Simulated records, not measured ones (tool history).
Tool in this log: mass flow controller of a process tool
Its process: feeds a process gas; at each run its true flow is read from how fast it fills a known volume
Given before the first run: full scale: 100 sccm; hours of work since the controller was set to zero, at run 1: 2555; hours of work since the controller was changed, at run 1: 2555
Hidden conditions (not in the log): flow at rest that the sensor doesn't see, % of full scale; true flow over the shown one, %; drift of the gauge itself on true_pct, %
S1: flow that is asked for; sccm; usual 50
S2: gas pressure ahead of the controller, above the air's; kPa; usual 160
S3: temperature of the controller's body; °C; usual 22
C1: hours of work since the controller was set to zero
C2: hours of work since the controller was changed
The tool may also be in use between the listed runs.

Run 1, day 0: usual settings; C1 2555; C2 2555. Result: true flow (%) 95.8.
Run 2, day 18.158: usual settings; C1 2749; C2 2749. Result: true flow (%) 95.69.
Run 3, day 28.688: usual settings but S3 33 °C; C1 2862; C2 2862. Result: true flow (%) 94.45.
Run 4, day 41.233: usual settings; C1 2997; C2 2997. Result: true flow (%) 95.52.
Run 5, day 50.233: usual settings; C1 3093; C2 3093. Result: true flow (%) 95.47.
Run 6, day 62.175: usual settings; C1 3221; C2 3221. Result: true flow (%) 95.21.
Run 7, day 77.742: usual settings; C1 3388; C2 3388. Result: true flow (%) 95.16.
Run 8, day 91.496: usual settings; C1 3536; C2 3536. Result: true flow (%) 94.9.
Run 9, day 107.888: usual settings but S1 36 sccm; C1 3711; C2 3711. Result: true flow (%) 94.16.
Run 10, day 115.833: usual settings; C1 3797; C2 3797. Result: true flow (%) 94.74.
Run 11, day 125.383: usual settings; C1 3899; C2 3899. Result: true flow (%) 94.57.
Run 12, day 134.033: usual settings; C1 3992; C2 3992. Result: true flow (%) 94.56.
Run 13, day 141.883: usual settings; C1 4076; C2 4076. Result: true flow (%) 94.33.
Run 14, day 159.792: usual settings but S1 43 sccm, S2 272 kPa, S3 34 °C; C1 4268; C2 4268. Result: true flow (%) 93.07.
Run 15, day 174.512: usual settings but S1 13 sccm, S2 205 kPa, S3 28 °C; C1 4426; C2 4426. Result: true flow (%) 89.21.
Run 16, day 183.546: usual settings but S1 15 sccm, S3 27 °C; C1 4523; C2 4523. Result: true flow (%) 89.42.
At day 184.846: controller's zero set anew.
Run 17, day 191.571: usual settings but S1 19 sccm, S2 182 kPa; C1 72; C2 4608. Result: true flow (%) 88.87.
Run 18, day 203.192: usual settings but S2 158 kPa, S3 28 °C; C1 197; C2 4733. Result: true flow (%) 92.33.
Run 19, day 220.775: usual settings but S1 23 sccm, S2 158 kPa, S3 21 °C; C1 385; C2 4921. Result: true flow (%) 89.48.
Run 20, day 230.517: usual settings but S1 23 sccm, S2 158 kPa, S3 21 °C; C1 490; C2 5026. Result: true flow (%) 89.42.
At day 234.996: controller's zero set anew, once more.
Run 21, day 238.25: usual settings but S1 27 sccm, S2 205 kPa; C1 35; C2 5109. Result: true flow (%) 94.49.
At day 247.438: controller exchanged for a calibrated one.
Run 22, day 253.362: usual settings but S1 27 sccm, S2 205 kPa; C1 64; C2 64. Result: true flow (%) 98.23.
Run 23, day 263.158: usual settings but S1 53 sccm, S2 248 kPa; C1 169; C2 169. Result: true flow (%) 99.17.
Run 24, day 270.808: usual settings but S1 29 sccm, S3 24 °C; C1 251; C2 251. Result: true flow (%) 97.53.
Run 25, day 285.975: usual settings but S1 29 sccm, S3 24 °C; C1 413; C2 413. Result: true flow (%) 97.52.

Forecast each of these 4 alternatives for the next run:
Run A, day 301.596: usual settings but S1 16 sccm, S2 266 kPa, S3 24 °C; C1 581; C2 581. Result: true flow (%) ?.
Run B, day 301.596: usual settings but S1 89 sccm, S2 272 kPa, S3 30 °C; C1 581; C2 581. Result: true flow (%) ?.
Run C, day 301.596: usual settings but S1 29 sccm, S3 28 °C; C1 581; C2 581. Result: true flow (%) ?.
Run D, day 301.596: usual settings but S1 25 sccm, S2 179 kPa, S3 24 °C; C1 581; C2 581. Result: true flow (%) ?.

run  true flow (%)
  A          97.31
  B          98.84
  C           96.8
  D          97.21
With no hidden state in the tool, these same runs would have given:
run  true flow (%)
  A          98.73
  B          99.61
  C          97.86
  D          98.35

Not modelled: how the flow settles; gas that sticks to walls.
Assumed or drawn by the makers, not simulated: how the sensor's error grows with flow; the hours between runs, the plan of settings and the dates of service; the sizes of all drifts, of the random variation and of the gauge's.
